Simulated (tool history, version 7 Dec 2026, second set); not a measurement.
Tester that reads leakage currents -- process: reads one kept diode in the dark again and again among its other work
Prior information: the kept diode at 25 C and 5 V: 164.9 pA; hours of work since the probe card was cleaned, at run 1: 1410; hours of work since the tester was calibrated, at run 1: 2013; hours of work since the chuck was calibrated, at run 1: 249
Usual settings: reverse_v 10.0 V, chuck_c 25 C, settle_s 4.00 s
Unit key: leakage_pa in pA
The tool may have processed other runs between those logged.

run	hour	reverse_v	chuck_c	settle_s	hours of work since the probe card was cleaned	hours of work since the tester was calibrated	hours of work since the chuck was calibrated	leakage_pa
1	0.0	10.0	25	4.00	1410	2013	249	230.75
2	73.3	10.0	25	4.00	1461	2063	299	231.24
3	141.0	10.0	42	4.00	1508	2110	346	746.53
4	210.9	10.0	42	4.00	1556	2158	394	747.99
5	254.3	1.2	42	4.00	1586	2188	424	298.44
6	310.3	10.0	25	2.34	1625	2227	463	233.93
7	353.0	4.2	25	4.00	1654	2257	493	159.43
8	444.8	10.7	25	4.00	1717	2320	556	242.78
9	535.3	10.7	25	4.00	1780	2383	619	243.77
10	594.4	10.0	25	4.00	1821	2423	659	236.18
11	649.9	18.1	25	4.00	1859	2462	698	310.32
12	691.5	18.1	25	4.00	1888	2491	727	309.55
13	744.1	10.0	25	3.04	1924	2527	763	237.25
14	788.6	10.0	25	4.74	1955	2558	794	238.28
15	874.2	10.0	25	4.74	2014	2617	853	238.97
16	932.9	1.5	25	8.04	2055	2657	893	102.97
17	996.4	1.5	25	8.04	2099	2701	937	103.91
18	1074.2	1.5	42	1.21	2153	2755	991	334.67
19	1168.9	1.5	42	1.51	2218	2821	1057	336.12
20	1239.2	4.7	42	1.51	2267	2869	1105	556.43
# hour 1255.7: probe card cleaned and baked
21	1318.5	1.0	27	6.46	43	2922	1158	100.70
22	1366.3	1.2	25	1.17	76	2955	1191	94.43
23	1429.1	10.0	25	1.99	120	2998	1234	236.58
24	1514.8	6.5	57	1.26	179	3058	1294	1641.53
25	1598.3	6.5	57	1.26	237	3115	1351	1639.61
26	1650.1	3.2	28	1.09	273	3151	1387	181.43

Hidden condition of the tool, last listed run before each entry between runs versus first listed run after:
Between runs 20 and 21: probe card cleaned and baked (hour 1255.7)
  stray current of the dirty probe card, pA a volt: 0.797 -> 0.038; current scale over the true one, %: -0.66 -> -0.67; true chuck temperature over the reading, C: 0.79 -> 0.83
  the result without the hidden state subtracted from the measured one, leakage_pa: +28.22 -> +5.23 pA
